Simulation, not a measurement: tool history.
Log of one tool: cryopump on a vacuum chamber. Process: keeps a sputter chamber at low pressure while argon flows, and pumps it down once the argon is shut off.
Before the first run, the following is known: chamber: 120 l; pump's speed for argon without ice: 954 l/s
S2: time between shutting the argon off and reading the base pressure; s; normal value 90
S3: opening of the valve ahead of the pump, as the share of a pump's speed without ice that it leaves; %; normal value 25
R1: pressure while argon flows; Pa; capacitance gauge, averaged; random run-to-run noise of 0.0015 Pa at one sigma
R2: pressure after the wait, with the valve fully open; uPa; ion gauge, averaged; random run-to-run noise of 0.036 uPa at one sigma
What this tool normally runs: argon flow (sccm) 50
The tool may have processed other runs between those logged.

{"run": 1, "hour": 0.0, "argon flow (sccm)": 50, "S2": 90, "S3": 25, "R1": 0.3577, "R2": 2.63}
{"run": 2, "hour": 21.3, "argon flow (sccm)": 50, "S2": 90, "S3": 25, "R1": 0.3573, "R2": 2.64}
{"run": 3, "hour": 41.8, "argon flow (sccm)": 50, "S2": 90, "S3": 25, "R1": 0.3601, "R2": 2.62}
{"run": 4, "hour": 65.8, "argon flow (sccm)": 50, "S2": 90, "S3": 25, "R1": 0.3629, "R2": 2.68}
{"run": 5, "hour": 78.4, "argon flow (sccm)": 50, "S2": 87, "S3": 25, "R1": 0.3617, "R2": 2.73}
{"run": 6, "hour": 97.3, "argon flow (sccm)": 50, "S2": 87, "S3": 25, "R1": 0.368, "R2": 2.76}
{"run": 7, "hour": 107.4, "argon flow (sccm)": 40, "S2": 58, "S3": 19, "R1": 0.3811, "R2": 3.64}
{"run": 8, "hour": 120.6, "argon flow (sccm)": 21, "S2": 101, "S3": 34, "R1": 0.1162, "R2": 2.5}
{"run": 9, "hour": 145.0, "argon flow (sccm)": 23, "S2": 292, "S3": 16, "R1": 0.2616, "R2": 1.53}
{"run": 10, "hour": 160.6, "argon flow (sccm)": 23, "S2": 292, "S3": 48, "R1": 0.0931, "R2": 1.55}

Run 11, settings as shown, results not yet in. Your forecast:
{"run": 11, "hour": 183.4, "argon flow (sccm)": 23, "S2": 292, "S3": 17, "R1": "?", "R2": "?"}

R1: 0.2476 Pa
R2: 1.63 uPa
Take away the tool's hidden state, keep the run-to-run variation as it was, and the same run would have given R1 0.2385 Pa, R2 0.84 uPa.
